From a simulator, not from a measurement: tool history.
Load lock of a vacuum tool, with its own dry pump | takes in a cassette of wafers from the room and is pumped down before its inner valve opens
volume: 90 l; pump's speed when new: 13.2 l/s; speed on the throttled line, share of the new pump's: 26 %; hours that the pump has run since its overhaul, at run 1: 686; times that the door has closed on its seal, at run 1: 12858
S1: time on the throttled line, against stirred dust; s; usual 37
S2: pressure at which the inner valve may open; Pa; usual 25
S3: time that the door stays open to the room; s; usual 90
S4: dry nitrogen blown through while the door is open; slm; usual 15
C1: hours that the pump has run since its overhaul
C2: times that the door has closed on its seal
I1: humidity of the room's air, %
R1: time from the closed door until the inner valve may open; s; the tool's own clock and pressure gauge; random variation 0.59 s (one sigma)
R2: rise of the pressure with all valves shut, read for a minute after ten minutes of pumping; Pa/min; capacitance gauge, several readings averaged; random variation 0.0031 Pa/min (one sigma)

run,hour,S1,S2,S3,S4,C1,C2,I1,R1,R2
1,0,37,25,90,15,686,12858,44.9,84.8,0.064
2,413.9,37,25,90,15,1099,14022,43.1,85.6,0.06
3,729.3,37,25,90,15,1415,14908,48.2,87.5,0.075
4,1163.2,37,25,83,15,1849,16128,45.8,87.2,0.066
5,1343.5,37,25,83,15,2029,16635,46,87.7,0.063
6,1594.9,37,25,90,8,2280,17341,45.4,88.6,0.079
7,1929.7,37,25,90,15,2615,18282,47.5,88.9,0.075
8,2289.5,37,25,90,15,2975,19294,44.2,89,0.078
9,2696.1,37,25,90,15,3382,20437,44.9,89.3,0.076
10,2975.9,37,25,90,15,3661,21223,46.9,90.6,0.078
11,3367.5,37,25,90,15,4053,22324,45,90.2,0.073
12,3784.5,37,25,90,15,4470,23496,44.9,91.8,0.078
13,3975.5,37,44,90,15,4661,24033,43.1,86.8,0.079
14,4332.7,37,25,90,8,5018,25037,43.9,91.9,0.087
15,4645.2,37,25,90,33,5331,25915,45.9,93.3,0.066
16,4896.5,37,25,90,33,5582,26622,45.3,92.8,0.066
17,5285.4,37,25,90,21,5971,27715,42.1,94,0.076
18,5711.7,37,25,90,21,6397,28913,46.4,94.8,0.083
19,6008.5,37,25,90,21,6694,29747,43.6,95.8,0.075
20,6337.1,45,25,90,14,7023,30671,45.7,101.8,0.092
21,6680.6,35,25,42,14,7366,31636,46.5,96.8,0.063
22,7053.2,35,25,42,14,7739,32684,42,96.8,0.066
23,7307.9,35,25,42,14,7993,33399,43.2,98.7,0.068
24,7593,61,28,163,9,8278,34201,46.2,113.5,0.141
25,7874.5,61,28,163,9,8560,34992,44.2,113.3,0.134
26,8263.1,65,25,64,8,8949,36084,45,119.3,0.095
27,8689.1,65,20,158,20,9375,37282,47,121.4,0.119
28,9059.5,37,30,90,4,9745,38323,46.9,100.6,0.122
# hour 9225.2: dry pump taken out, an overhauled one fitted
29,9318.6,23,32,90,4,93,39034,44.1,72.1,0.118
30,9516,37,25,125,15,291,39589,41.5,84.8,0.111
31,9719.8,37,25,62,15,495,40162,42.4,84.6,0.092
32,10126,66,41,90,33,901,41304,46.8,103.5,0.094
33,10553.1,66,41,90,33,1328,42504,45.6,104,0.094
34,10789.2,37,22,146,15,1564,43168,46.3,86.9,0.139
35,11075.8,37,22,146,15,1851,43973,41.3,87.6,0.135
36,11454.3,37,22,146,15,2229,45037,46.2,88.1,0.143
37,11766,37,44,90,14,2541,45914,48.3,84.5,0.123

How the hidden state differs across the entries between the runs, from the last listed run before each to the first after it:
Between runs 28 and 29: dry pump taken out, an overhauled one fitted (hour 9225.2)
  pump's speed, % of a new pump's: 71.3 -> 99.6; leak at the door's seal, Pa l/s: 0.0725 -> 0.0744
  measured less the result without the state, R1: +18.3 -> +0.2 s; R2: +0.047 -> +0.049 Pa/min
